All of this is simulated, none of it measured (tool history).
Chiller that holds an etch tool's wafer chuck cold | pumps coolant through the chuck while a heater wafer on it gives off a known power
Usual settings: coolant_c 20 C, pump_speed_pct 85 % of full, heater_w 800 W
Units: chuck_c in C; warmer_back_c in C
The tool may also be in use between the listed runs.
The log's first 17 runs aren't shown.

{"run": 18, "hour": 1373.4, "coolant_c": 15, "pump_speed_pct": 82, "heater_w": 800, "chuck_c": 24.1, "warmer_back_c": 2.4}
{"run": 19, "hour": 1471.4, "coolant_c": 20, "pump_speed_pct": 64, "heater_w": 569, "chuck_c": 28.2, "warmer_back_c": 2.27}
{"hour": 1486.2, "done": "coolant pump overhauled"}
{"run": 20, "hour": 1575.1, "coolant_c": 13, "pump_speed_pct": 85, "heater_w": 789, "chuck_c": 21.8, "warmer_back_c": 2.41}
{"run": 21, "hour": 1659.1, "coolant_c": 17, "pump_speed_pct": 89, "heater_w": 694, "chuck_c": 24.5, "warmer_back_c": 2}
{"run": 22, "hour": 1712.8, "coolant_c": 11, "pump_speed_pct": 77, "heater_w": 800, "chuck_c": 21.1, "warmer_back_c": 2.7}
{"run": 23, "hour": 1759.0, "coolant_c": 20, "pump_speed_pct": 85, "heater_w": 425, "chuck_c": 24.7, "warmer_back_c": 1.26}
{"run": 24, "hour": 1807.3, "coolant_c": 20, "pump_speed_pct": 85, "heater_w": 425, "chuck_c": 24.8, "warmer_back_c": 1.32}
{"run": 25, "hour": 1914.2, "coolant_c": 17, "pump_speed_pct": 98, "heater_w": 503, "chuck_c": 21.9, "warmer_back_c": 1.33}
{"run": 26, "hour": 1971.4, "coolant_c": 25, "pump_speed_pct": 90, "heater_w": 442, "chuck_c": 29.6, "warmer_back_c": 1.28}
{"hour": 2046.4, "done": "coolant pump overhauled, once more"}
{"run": 27, "hour": 2076.3, "coolant_c": 14, "pump_speed_pct": 65, "heater_w": 800, "chuck_c": 24.6, "warmer_back_c": 2.85}
{"run": 28, "hour": 2126.9, "coolant_c": 13, "pump_speed_pct": 66, "heater_w": 818, "chuck_c": 23.7, "warmer_back_c": 2.94}
{"hour": 2181.2, "done": "coolant changed, channels flushed"}
{"run": 29, "hour": 2240.2, "coolant_c": 13, "pump_speed_pct": 66, "heater_w": 818, "chuck_c": 23, "warmer_back_c": 2.89}
{"run": 30, "hour": 2292.9, "coolant_c": 13, "pump_speed_pct": 66, "heater_w": 818, "chuck_c": 22.8, "warmer_back_c": 2.91}
{"run": 31, "hour": 2368.7, "coolant_c": 14, "pump_speed_pct": 95, "heater_w": 443, "chuck_c": 17.6, "warmer_back_c": 1.05}

Forecast each of these 3 alternatives for the next run:
{"run": "A", "hour": 2480.4, "coolant_c": 14, "pump_speed_pct": 61, "heater_w": 443, "chuck_c": "?", "warmer_back_c": "?"}
{"run": "B", "hour": 2480.4, "coolant_c": 30, "pump_speed_pct": 65, "heater_w": 1146, "chuck_c": "?", "warmer_back_c": "?"}
{"run": "C", "hour": 2480.4, "coolant_c": 14, "pump_speed_pct": 95, "heater_w": 470, "chuck_c": "?", "warmer_back_c": "?"}

run=A chuck_c=19.5 warmer_back_c=1.75
run=B chuck_c=44.1 warmer_back_c=4.1
run=C chuck_c=17.7 warmer_back_c=1.12
Without the tool's hidden state the same runs would have given:
run=A chuck_c=19.7 warmer_back_c=1.73
run=B chuck_c=44.1 warmer_back_c=4.06
run=C chuck_c=17.9 warmer_back_c=1.11

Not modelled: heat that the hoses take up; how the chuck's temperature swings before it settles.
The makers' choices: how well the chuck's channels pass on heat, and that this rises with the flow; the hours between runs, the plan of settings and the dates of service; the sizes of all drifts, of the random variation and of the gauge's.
